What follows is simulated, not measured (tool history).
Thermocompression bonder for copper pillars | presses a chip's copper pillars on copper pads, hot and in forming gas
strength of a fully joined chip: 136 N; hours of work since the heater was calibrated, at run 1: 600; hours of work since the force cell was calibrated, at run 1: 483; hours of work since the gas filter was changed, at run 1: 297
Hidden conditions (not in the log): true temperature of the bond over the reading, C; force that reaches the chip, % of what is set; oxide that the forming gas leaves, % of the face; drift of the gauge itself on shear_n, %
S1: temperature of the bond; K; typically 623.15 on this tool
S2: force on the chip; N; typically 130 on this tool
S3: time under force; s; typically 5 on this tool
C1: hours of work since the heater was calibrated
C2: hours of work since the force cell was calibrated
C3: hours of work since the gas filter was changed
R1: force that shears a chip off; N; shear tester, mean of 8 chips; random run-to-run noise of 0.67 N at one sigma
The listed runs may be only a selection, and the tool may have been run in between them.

run	hour	S1	S2	S3	C1	C2	C3	R1
1	0	623.15	130	5	600	483	297	62.9
2	17.5	648.15	130	5	613	495	310	74.2
3	35	623.15	130	3	626	508	323	52.1
4	43.4	623.15	130	3	632	514	329	52.3
5	53.5	623.15	130	6	639	521	336	66.7
# hour 57.9: forming gas filter changed
6	73.2	623.15	130	6	653	535	11	72.5
7	90.7	623.15	130	5	665	548	24	67.9
8	98.8	623.15	130	5	671	554	30	67.6
9	118.8	623.15	130	5	686	568	44	67.3
10	131.2	623.15	130	5	695	577	53	67
11	143.4	623.15	130	5	704	586	62	66.3
12	155	623.15	174	5	712	594	70	85.7
13	172.9	623.15	130	5	725	607	83	66.8
14	192.4	623.15	168	5	739	622	97	83.9
15	208.5	623.15	168	5	751	633	109	82.7
16	220.2	623.15	168	5	759	642	117	83.9
17	239.4	616.15	130	5	773	656	131	62.5
18	252.7	616.15	130	3	783	665	141	50.9
19	272.4	616.15	121	3	797	679	155	46.8
20	287.4	623.15	130	5	808	690	166	64.1
21	307.6	643.15	93	5	822	705	181	52.1
22	327.8	598.15	103	5	837	720	195	40.3
23	346.1	598.15	103	5	850	733	209	40.7
24	360.8	598.15	105	5	861	743	219	40.6
25	370.1	598.15	105	5	868	750	226	40.3
26	385.6	636.15	99	11	879	761	237	70.4
27	394.3	636.15	97	3	885	768	243	42.5
28	409.9	638.15	185	5	896	779	255	92.6
29	428.7	627.15	150	12	910	793	268	92.7
30	446.7	614.15	186	12	923	806	281	99
31	465	614.15	186	12	936	819	295	100.4
32	473.4	634.15	130	5	942	825	301	66.3
33	485.4	628.15	161	3	951	834	309	66.8
34	503.3	623.15	130	14	964	847	322	85.5
35	516.9	623.15	130	14	974	856	332	85.1
# hour 526.6: forming gas filter changed
36	532.4	615.15	98	4	985	867	4	41.9
37	552.7	644.15	142	4	999	882	19	77
38	561.8	632.15	134	4	1006	889	26	68
39	578.8	652.15	130	5	1018	901	38	80.4

Each row is a separate what-if for the run after 39, all from the same tool condition, not one after another. Results?
A	597.3	623.15	80	3	1032	914	51	?
B	597.3	597.15	140	6	1032	914	51	?
C	597.3	605.15	130	5	1032	914	51	?
D	597.3	652.15	130	7	1032	914	51	?

run	R1
A	31.7
B	61.3
C	56.2
D	87
Take away the tool's hidden state, keep each run's random variation, and the runs would have read:
run	R1
A	34.8
B	66.8
C	61.3
D	92.8
